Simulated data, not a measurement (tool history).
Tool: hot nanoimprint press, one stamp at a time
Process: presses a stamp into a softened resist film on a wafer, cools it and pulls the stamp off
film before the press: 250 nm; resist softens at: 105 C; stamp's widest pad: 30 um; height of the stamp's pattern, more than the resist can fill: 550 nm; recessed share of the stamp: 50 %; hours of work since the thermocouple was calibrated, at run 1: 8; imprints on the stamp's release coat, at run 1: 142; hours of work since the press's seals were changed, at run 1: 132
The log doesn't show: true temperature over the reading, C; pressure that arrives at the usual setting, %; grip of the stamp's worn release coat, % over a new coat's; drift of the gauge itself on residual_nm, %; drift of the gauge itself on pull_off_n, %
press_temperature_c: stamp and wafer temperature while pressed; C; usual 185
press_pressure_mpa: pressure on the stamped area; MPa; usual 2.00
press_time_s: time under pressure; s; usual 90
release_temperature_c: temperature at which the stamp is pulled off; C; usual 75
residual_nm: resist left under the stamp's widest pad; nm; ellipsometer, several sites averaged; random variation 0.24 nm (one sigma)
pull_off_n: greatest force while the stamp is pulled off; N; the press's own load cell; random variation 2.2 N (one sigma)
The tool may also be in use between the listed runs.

run,hour,press_temperature_c,press_pressure_mpa,press_time_s,release_temperature_c,hours of work since the thermocouple was calibrated,imprints on the stamp's release coat,hours of work since the press's seals were changed,residual_nm,pull_off_n
1,0.0,185,2.00,90,75,8,142,132,112.0,177
2,12.9,185,2.00,90,75,15,171,139,112.0,182
3,26.0,195,2.00,90,75,22,201,146,87.9,184
4,37.5,195,2.00,90,75,28,227,152,88.0,186
5,46.6,185,2.00,58,75,33,248,157,130.5,190
6,54.1,185,2.00,58,75,37,265,161,130.3,190
7,61.3,185,2.00,58,75,41,281,165,130.2,184
8,71.8,185,2.87,90,75,47,305,171,93.3,188
9,79.0,185,2.87,90,75,51,321,175,93.4,195
10,88.7,185,2.00,90,75,56,343,180,111.9,190
11,99.9,185,2.00,137,75,62,369,186,95.5,188
12,110.0,185,2.00,137,75,68,392,191,96.1,195
13,122.4,185,2.00,137,75,74,420,198,95.7,195
14,129.2,185,2.00,137,75,78,435,202,95.4,196
15,140.9,185,2.00,137,75,84,462,208,95.6,195
16,152.4,184,2.15,90,72,90,488,214,110.5,213
17,158.8,184,2.15,90,69,94,502,218,110.4,222
18,164.7,184,2.15,90,69,97,516,221,109.9,232
19,173.1,185,1.73,121,75,102,535,225,107.2,198
20,184.0,187,2.00,90,75,108,560,231,106.6,198
21,195.1,185,1.54,111,75,114,585,237,117.4,196
22,201.6,185,2.04,84,75,117,599,241,113.0,200
23,212.7,193,2.00,51,75,123,624,247,113.2,203
24,221.8,182,2.18,128,79,128,645,252,101.1,189
25,234.8,191,2.18,53,68,135,675,259,111.8,240
26,243.5,183,1.74,53,81,140,694,263,147.9,179
27,255.7,188,1.70,60,64,146,722,270,128.7,270
28,268.0,188,1.70,60,64,153,750,277,129.1,268
# hour 280.9: stamp cleaned and given a new release coat
29,281.5,190,2.00,90,64,157,1,281,98.6,221
30,288.1,186,1.23,83,68,161,16,284,139.7,205

Forecast each of these 4 alternatives for the next run:
A,297.7,176,3.12,90,75,166,38,289,?,?
B,297.7,186,1.51,125,83,166,38,289,?,?
C,297.7,189,2.59,90,74,166,38,289,?,?
D,297.7,185,2.00,90,66,166,38,289,?,?

run,residual_nm,pull_off_n
A,113.3,177
B,110.5,141
C,88.3,177
D,111.2,210
Without the tool's hidden state the same runs would have given:
run,residual_nm,pull_off_n
A,115.1,178
B,112.4,143
C,89.5,179
D,113.0,212

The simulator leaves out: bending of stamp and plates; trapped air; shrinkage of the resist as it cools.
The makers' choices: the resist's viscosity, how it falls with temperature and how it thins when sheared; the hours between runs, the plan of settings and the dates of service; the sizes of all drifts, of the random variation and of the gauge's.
